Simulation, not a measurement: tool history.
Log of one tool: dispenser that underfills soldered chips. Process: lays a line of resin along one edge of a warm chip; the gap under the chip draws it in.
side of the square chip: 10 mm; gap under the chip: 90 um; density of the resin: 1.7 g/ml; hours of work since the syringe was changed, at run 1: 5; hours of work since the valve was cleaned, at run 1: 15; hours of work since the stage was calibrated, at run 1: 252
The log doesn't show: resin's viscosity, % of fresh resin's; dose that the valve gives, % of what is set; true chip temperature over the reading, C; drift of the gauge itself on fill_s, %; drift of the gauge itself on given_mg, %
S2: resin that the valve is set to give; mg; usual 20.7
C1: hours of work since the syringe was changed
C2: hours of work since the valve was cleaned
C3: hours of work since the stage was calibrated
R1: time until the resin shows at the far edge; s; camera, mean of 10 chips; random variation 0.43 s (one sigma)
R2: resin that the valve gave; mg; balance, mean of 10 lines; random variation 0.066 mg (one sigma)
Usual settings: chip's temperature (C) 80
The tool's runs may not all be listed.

run 1 hour=0.0 | chip's_temperature_(C)=80 S2=20.7 | C1=5 C2=15 C3=252 | R1=41.7 R2=20.42
-- hour=2.1 new syringe of resin
-- hour=11.7 new syringe of resin
run 2 hour=15.2 | chip's_temperature_(C)=80 S2=20.7 | C1=3 C2=26 C3=262 | R1=37.1 R2=20.16
-- hour=20.6 new syringe of resin
-- hour=30.3 new syringe of resin
run 3 hour=30.3 | chip's_temperature_(C)=80 S2=20.7 | C1=0 C2=36 C3=273 | R1=33.5 R2=19.98
run 4 hour=37.2 | chip's_temperature_(C)=80 S2=20.7 | C1=5 C2=42 C3=278 | R1=41.9 R2=19.85
-- hour=39.4 new syringe of resin
run 5 hour=47.8 | chip's_temperature_(C)=80 S2=20.7 | C1=6 C2=49 C3=286 | R1=45.4 R2=19.58
-- hour=49.5 new syringe of resin
-- hour=56.9 dispensing valve cleaned and set on the balance
-- hour=59.9 new syringe of resin
run 6 hour=65.7 | chip's_temperature_(C)=80 S2=20.7 | C1=4 C2=6 C3=298 | R1=39.6 R2=20.47
-- hour=69.4 new syringe of resin
-- hour=78.4 new syringe of resin
run 7 hour=79.1 | chip's_temperature_(C)=80 S2=20.7 | C1=1 C2=16 C3=308 | R1=34.6 R2=20.45
-- hour=87.4 new syringe of resin
run 8 hour=87.4 | chip's_temperature_(C)=80 S2=20.7 | C1=0 C2=22 C3=314 | R1=34.1 R2=20.28
-- hour=97.4 new syringe of resin
run 9 hour=103.4 | chip's_temperature_(C)=80 S2=20.7 | C1=4 C2=34 C3=325 | R1=41.2 R2=20.04
-- hour=106.5 new syringe of resin
run 10 hour=111.4 | chip's_temperature_(C)=80 S2=20.7 | C1=4 C2=39 C3=331 | R1=39.4 R2=19.94
-- hour=116.5 new syringe of resin
run 11 hour=123.0 | chip's_temperature_(C)=80 S2=20.7 | C1=5 C2=48 C3=340 | R1=42.1 R2=19.81
-- hour=125.4 new syringe of resin
-- hour=133.7 dispensing valve cleaned and set on the balance
-- hour=135.4 new syringe of resin
run 12 hour=137.8 | chip's_temperature_(C)=80 S2=20.7 | C1=2 C2=3 C3=349 | R1=36.3 R2=20.64
-- hour=144.6 new syringe of resin
run 13 hour=152.5 | chip's_temperature_(C)=80 S2=20.7 | C1=6 C2=14 C3=360 | R1=44.6 R2=20.50
-- hour=154.3 new syringe of resin
-- hour=163.6 new syringe of resin
run 14 hour=168.9 | chip's_temperature_(C)=80 S2=19.8 | C1=4 C2=25 C3=372 | R1=41.4 R2=19.18
-- hour=173.3 new syringe of resin
run 15 hour=181.4 | chip's_temperature_(C)=80 S2=19.8 | C1=6 C2=34 C3=381 | R1=46.0 R2=19.11
-- hour=182.6 new syringe of resin
-- hour=191.6 new syringe of resin
run 16 hour=198.5 | chip's_temperature_(C)=80 S2=20.7 | C1=5 C2=47 C3=393 | R1=42.1 R2=19.72
-- hour=201.7 new syringe of resin
-- hour=210.4 dispensing valve cleaned and set on the balance
-- hour=212.3 new syringe of resin
run 17 hour=216.1 | chip's_temperature_(C)=80 S2=20.7 | C1=3 C2=4 C3=405 | R1=39.0 R2=20.58
-- hour=221.1 new syringe of resin
run 18 hour=229.2 | chip's_temperature_(C)=77 S2=24.6 | C1=6 C2=14 C3=415 | R1=48.6 R2=24.28
-- hour=230.8 new syringe of resin
-- hour=239.7 new syringe of resin
run 19 hour=245.1 | chip's_temperature_(C)=71 S2=19.5 | C1=4 C2=25 C3=426 | R1=59.7 R2=19.04
-- hour=249.2 stage's temperature calibrated
-- hour=251.1 new syringe of resin
run 20 hour=255.5 | chip's_temperature_(C)=78 S2=25.1 | C1=3 C2=32 C3=4 | R1=37.5 R2=24.24
-- hour=260.6 new syringe of resin
run 21 hour=264.0 | chip's_temperature_(C)=78 S2=25.1 | C1=3 C2=38 C3=11 | R1=36.6 R2=24.17
-- hour=270.2 new syringe of resin
run 22 hour=275.2 | chip's_temperature_(C)=78 S2=25.1 | C1=4 C2=46 C3=19 | R1=39.4 R2=24.03
-- hour=279.6 new syringe of resin
-- hour=287.8 dispensing valve cleaned and set on the balance
-- hour=289.6 new syringe of resin
run 23 hour=290.8 | chip's_temperature_(C)=73 S2=21.5 | C1=1 C2=2 C3=29 | R1=43.3 R2=21.30
-- hour=298.9 new syringe of resin
run 24 hour=302.7 | chip's_temperature_(C)=86 S2=22.8 | C1=3 C2=11 C3=38 | R1=28.4 R2=22.45
-- hour=308.6 new syringe of resin
-- hour=318.7 new syringe of resin
run 25 hour=318.9 | chip's_temperature_(C)=86 S2=22.8 | C1=0 C2=22 C3=49 | R1=25.6 R2=22.28
-- hour=328.4 new syringe of resin
run 26 hour=328.4 | chip's_temperature_(C)=86 S2=22.8 | C1=0 C2=29 C3=56 | R1=24.9 R2=22.14
-- hour=337.4 new syringe of resin
run 27 hour=340.1 | chip's_temperature_(C)=83 S2=19.3 | C1=2 C2=38 C3=65 | R1=32.6 R2=18.52
-- hour=346.9 new syringe of resin
run 28 hour=352.8 | chip's_temperature_(C)=89 S2=19.3 | C1=4 C2=47 C3=74 | R1=28.0 R2=18.29
-- hour=356.7 new syringe of resin
-- hour=365.5 dispensing valve cleaned and set on the balance
-- hour=366.8 new syringe of resin
run 29 hour=368.2 | chip's_temperature_(C)=89 S2=19.3 | C1=1 C2=2 C3=84 | R1=25.1 R2=19.19
-- hour=375.7 new syringe of resin
run 30 hour=375.7 | chip's_temperature_(C)=66 S2=18.5 | C1=0 C2=7 C3=90 | R1=57.3 R2=18.17
-- hour=384.8 new syringe of resin
run 31 hour=387.5 | chip's_temperature_(C)=66 S2=18.5 | C1=2 C2=16 C3=98 | R1=63.0 R2=18.23
-- hour=393.7 new syringe of resin
run 32 hour=396.7 | chip's_temperature_(C)=89 S2=18.5 | C1=2 C2=22 C3=105 | R1=26.3 R2=18.07

Forecast each of these 3 alternatives for the next run:
-- hour=403.7 new syringe of resin
run A hour=408.8 | chip's_temperature_(C)=80 S2=18.3 | C1=4 C2=31 C3=114 | R1=? R2=?
-- hour=403.7 new syringe of resin
run B hour=408.8 | chip's_temperature_(C)=75 S2=18.5 | C1=4 C2=31 C3=114 | R1=? R2=?
-- hour=403.7 new syringe of resin
run C hour=408.8 | chip's_temperature_(C)=83 S2=22.2 | C1=4 C2=31 C3=114 | R1=? R2=?

run=A R1=39.9 R2=17.72
run=B R1=48.6 R2=17.96
run=C R1=33.4 R2=21.50
Without the tool's hidden state the same runs would have given:
run=A R1=32.4 R2=18.27
run=B R1=39.4 R2=18.51
run=C R1=27.3 R2=22.16
